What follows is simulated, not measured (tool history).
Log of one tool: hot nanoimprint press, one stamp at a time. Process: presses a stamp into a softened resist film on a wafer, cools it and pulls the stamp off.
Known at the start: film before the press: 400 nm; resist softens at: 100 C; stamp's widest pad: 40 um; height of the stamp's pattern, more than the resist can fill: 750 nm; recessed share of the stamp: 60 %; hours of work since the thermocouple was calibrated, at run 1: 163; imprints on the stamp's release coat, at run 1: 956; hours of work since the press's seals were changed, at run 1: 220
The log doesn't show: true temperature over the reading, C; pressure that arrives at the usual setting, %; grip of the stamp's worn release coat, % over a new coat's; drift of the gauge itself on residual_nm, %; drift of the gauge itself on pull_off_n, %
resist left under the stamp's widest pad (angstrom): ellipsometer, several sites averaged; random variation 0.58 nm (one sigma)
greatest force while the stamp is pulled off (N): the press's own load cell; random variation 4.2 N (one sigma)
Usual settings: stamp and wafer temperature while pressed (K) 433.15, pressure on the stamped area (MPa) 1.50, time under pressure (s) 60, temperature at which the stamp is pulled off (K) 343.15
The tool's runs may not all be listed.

run    day  stamp and wafer temperature while pressed (K)  pressure on the stamped area (MPa)  time under pressure (s)  temperature at which the stamp is pulled off (K)  hours of work since the thermocouple was calibrated  imprints on the stamp's release coat  hours of work since the press's seals were changed  resist left under the stamp's widest pad (angstrom)  greatest force while the stamp is pulled off (N)
  1  0.000                                         433.15                                1.50                       60                                            343.15                                                  163                                   956                                                 220                                                 1808                                               208
  2  0.379                                         424.15                                1.50                       60                                            343.15                                                  170                                  1003                                                 227                                                 2677                                               208
  3  0.583                                         433.15                                1.50                       40                                            343.15                                                  174                                  1028                                                 230                                                 2097                                               213
  4  0.912                                         433.15                                1.50                       40                                            343.15                                                  180                                  1069                                                 236                                                 2098                                               209
  5  1.162                                         433.15                                1.32                       60                                            343.15                                                  184                                  1100                                                 241                                                 1911                                               199
  6  1.346                                         433.15                                1.50                       60                                            343.15                                                  187                                  1123                                                 244                                                 1812                                               204
  7  1.750                                         433.15                                1.50                       60                                            343.15                                                  195                                  1173                                                 251                                                 1811                                               200
  8  2.017                                         433.15                                1.50                       60                                            343.15                                                  199                                  1206                                                 256                                                 1803                                               207
  9  2.396                                         433.15                                1.50                       60                                            343.15                                                  206                                  1253                                                 263                                                 1800                                               200
 10  2.671                                         423.15                                1.50                       60                                            343.15                                                  211                                  1287                                                 268                                                 2770                                               212
 11  3.017                                         423.15                                1.50                       60                                            343.15                                                  217                                  1330                                                 274                                                 2751                                               205
 12  3.229                                         423.15                                1.50                       60                                            343.15                                                  221                                  1356                                                 278                                                 2747                                               202
 13  3.579                                         423.15                                1.50                       60                                            343.15                                                  227                                  1399                                                 284                                                 2742                                               209
 14  3.808                                         433.15                                1.50                       60                                            343.15                                                  231                                  1428                                                 288                                                 1808                                               203
 15  4.025                                         433.15                                1.50                       60                                            343.15                                                  235                                  1454                                                 292                                                 1805                                               197
 16  4.404                                         424.15                                1.14                       67                                            346.15                                                  242                                  1502                                                 299                                                 2780                                               198
 17  4.708                                         427.15                                2.19                       41                                            334.15                                                  248                                  1539                                                 304                                                 2318                                               223
 18  4.967                                         433.15                                1.99                       60                                            329.15                                                  252                                  1571                                                 309                                                 1590                                               234
     5.258  -- plate thermocouple calibrated
 19  5.275                                         433.15                                1.01                       60                                            329.15                                                    0                                  1594                                                 312                                                 2116                                               233
 20  5.579                                         433.15                                2.26                       60                                            339.15                                                    6                                  1632                                                 318                                                 1487                                               219
 21  5.988                                         433.15                                2.26                       60                                            339.15                                                   13                                  1682                                                 325                                                 1504                                               209
 22  6.350                                         442.15                                0.95                      118                                            346.15                                                   20                                  1727                                                 331                                                 1108                                               210
 23  6.788                                         442.15                                1.52                      118                                            346.15                                                   27                                  1782                                                 339                                                  869                                               194
 24  7.058                                         441.15                                1.52                       78                                            349.15                                                   32                                  1815                                                 344                                                 1100                                               193
     7.342  -- stamp cleaned and given a new release coat
 25  7.492                                         433.15                                1.16                       77                                            346.15                                                   36                                    19                                                 347                                                 1828                                               202
 26  7.700                                         444.15                                1.50                       60                                            343.15                                                   39                                    45                                                 351                                                 1075                                               200
 27  7.933                                         444.15                                1.50                       60                                            343.15                                                   43                                    74                                                 355                                                 1073                                               205
 28  8.367                                         444.15                                1.50                       60                                            343.15                                                   51                                   127                                                 363                                                 1079                                               196
 29  8.562                                         444.15                                1.50                       60                                            343.15                                                   55                                   152                                                 367                                                 1082                                               203

Forecast each of these 4 alternatives for the next run:
  A  8.992                                         433.15                                1.50                       60                                            349.15                                                   62                                   205                                                 374                                                    ?                                                 ?
  B  8.992                                         431.15                                1.50                       60                                            343.15                                                   62                                   205                                                 374                                                    ?                                                 ?
  C  8.992                                         437.15                                2.10                       60                                            343.15                                                   62                                   205                                                 374                                                    ?                                                 ?
  D  8.992                                         433.15                                1.21                       60                                            332.15                                                   62                                   205                                                 374                                                    ?                                                 ?

run  resist left under the stamp's widest pad (angstrom)  greatest force while the stamp is pulled off (N)
  A                                                 1786                                               187
  B                                                 1961                                               206
  C                                                 1263                                               207
  D                                                 1954                                               233
Without the tool's hidden state the same runs would have given:
run  resist left under the stamp's widest pad (angstrom)  greatest force while the stamp is pulled off (N)
  A                                                 1806                                               187
  B                                                 1984                                               206
  C                                                 1277                                               207
  D                                                 1976                                               233

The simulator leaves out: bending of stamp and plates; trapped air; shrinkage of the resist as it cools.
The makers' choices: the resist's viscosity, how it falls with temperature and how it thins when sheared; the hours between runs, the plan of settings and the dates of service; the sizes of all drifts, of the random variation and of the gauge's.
